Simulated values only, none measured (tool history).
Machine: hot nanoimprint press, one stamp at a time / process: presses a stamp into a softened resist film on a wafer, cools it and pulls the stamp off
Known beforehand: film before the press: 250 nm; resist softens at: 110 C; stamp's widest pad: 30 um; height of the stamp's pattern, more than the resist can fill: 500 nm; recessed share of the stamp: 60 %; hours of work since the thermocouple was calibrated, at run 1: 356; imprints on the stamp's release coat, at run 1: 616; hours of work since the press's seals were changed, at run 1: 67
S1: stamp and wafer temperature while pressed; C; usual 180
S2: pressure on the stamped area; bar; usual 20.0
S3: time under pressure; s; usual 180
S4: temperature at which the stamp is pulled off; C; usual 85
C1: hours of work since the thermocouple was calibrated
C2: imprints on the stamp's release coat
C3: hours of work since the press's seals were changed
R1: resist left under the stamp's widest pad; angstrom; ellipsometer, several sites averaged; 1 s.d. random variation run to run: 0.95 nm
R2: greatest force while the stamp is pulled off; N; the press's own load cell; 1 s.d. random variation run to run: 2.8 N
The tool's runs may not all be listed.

run,hour,S1,S2,S3,S4,C1,C2,C3,R1,R2
1,0.0,180,20.0,180,85,356,616,67,1439,155
2,5.9,180,20.0,180,85,360,629,71,1447,157
3,11.1,180,20.0,180,85,363,641,74,1417,156
4,17.4,180,16.0,180,85,366,656,77,1553,161
5,22.9,180,20.0,180,85,369,668,80,1433,155
6,31.4,180,20.0,180,85,374,687,85,1427,158
7,39.1,180,20.0,103,85,379,705,90,1679,151
8,44.8,180,14.0,180,85,382,718,93,1640,165
9,56.0,180,14.0,180,85,388,743,99,1638,165
10,62.1,180,14.0,180,85,392,757,103,1638,159
# hour 66.1: plate thermocouple calibrated
11,75.3,180,14.0,180,85,5,780,109,1656,167
12,87.8,180,14.0,180,85,12,808,116,1640,167
13,94.5,180,14.0,180,85,16,823,119,1628,162
14,106.1,180,14.0,180,85,23,850,126,1647,164
15,111.7,180,21.7,180,85,26,862,129,1404,167
16,121.7,180,21.7,180,85,32,885,135,1385,167
17,127.6,178,21.7,180,90,35,898,138,1474,148
# hour 135.8: plate thermocouple calibrated, once more
18,136.4,181,27.1,92,91,0,911,142,1456,145
19,143.2,177,20.0,98,85,4,927,146,1792,159
20,154.0,175,27.7,124,82,10,951,152,1602,175
21,166.7,175,27.7,124,82,18,980,159,1615,173
22,176.3,175,27.7,124,82,23,1002,164,1619,172
23,186.5,168,20.0,180,72,29,1025,170,1941,211
24,191.9,179,20.0,180,75,32,1037,173,1440,201
25,198.5,179,20.0,180,75,36,1052,177,1442,205
26,206.1,190,22.1,121,75,40,1069,181,1113,207
27,214.4,182,20.0,180,83,45,1088,186,1321,184
28,220.2,182,20.0,180,83,48,1101,189,1326,175
29,226.0,182,20.0,180,83,51,1115,193,1310,183
30,238.7,188,20.0,180,73,59,1143,200,1074,213

Hidden condition of the tool, last listed run before each entry between runs versus first listed run after:
Run 10 -> run 11: plate thermocouple calibrated (hour 66.1)
  true temperature over the reading, C: -1.15 -> -1.28; pressure that arrives at the usual setting, %: 99.18 -> 99.14; grip of the stamp's worn release coat, % over a new coat's: 19.6 -> 20.2
  measured result minus the result with no hidden state, R1: +53 -> +60 angstrom; R2: +30 -> +32 N
Run 17 -> run 18: plate thermocouple calibrated, once more (hour 135.8)
  true temperature over the reading, C: -1.34 -> -0.2; pressure that arrives at the usual setting, %: 98.95 -> 98.93; grip of the stamp's worn release coat, % over a new coat's: 23.4 -> 23.7
  measured result minus the result with no hidden state, R1: +67 -> +17 angstrom; R2: +32 -> +29 N
